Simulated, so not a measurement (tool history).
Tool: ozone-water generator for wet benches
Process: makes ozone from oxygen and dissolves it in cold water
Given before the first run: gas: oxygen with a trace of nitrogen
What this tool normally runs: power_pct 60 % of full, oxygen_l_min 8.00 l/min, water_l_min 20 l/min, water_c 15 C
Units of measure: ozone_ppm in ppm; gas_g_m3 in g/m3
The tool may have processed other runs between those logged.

run	day	power_pct	oxygen_l_min	water_l_min	water_c	ozone_ppm	gas_g_m3
1	0.000	60	8.00	20	15	36.6	227.4
2	3.621	60	8.00	20	15	36.5	229.5
3	8.521	60	8.00	20	15	36.3	229.3
4	12.262	60	8.00	20	15	36.6	228.9
5	14.275	60	8.00	20	15	36.5	228.9
6	17.629	60	7.67	20	15	36.1	233.9
7	20.492	60	4.12	20	15	34.3	310.7
8	23.900	60	4.12	20	15	34.3	310.3
9	27.567	91	4.12	20	15	49.1	449.8
10	31.050	91	4.12	20	15	49.0	447.8
11	34.192	60	11.73	13	16	43.8	191.5
12	39.104	60	11.73	13	16	43.5	192.9
13	42.196	60	5.14	13	9	52.3	282.4

Forecast each of these 3 alternatives for the next run:
A	44.446	60	4.20	31	15	?	?
B	44.446	60	8.00	15	15	?	?
C	44.446	88	6.44	29	15	?	?

run	ozone_ppm	gas_g_m3
A	22.8	308.2
B	43.8	231.3
C	37.4	356.8
Without the tool's hidden state the same runs would have given:
run	ozone_ppm	gas_g_m3
A	22.9	304.8
B	43.9	228.8
C	37.5	353.0

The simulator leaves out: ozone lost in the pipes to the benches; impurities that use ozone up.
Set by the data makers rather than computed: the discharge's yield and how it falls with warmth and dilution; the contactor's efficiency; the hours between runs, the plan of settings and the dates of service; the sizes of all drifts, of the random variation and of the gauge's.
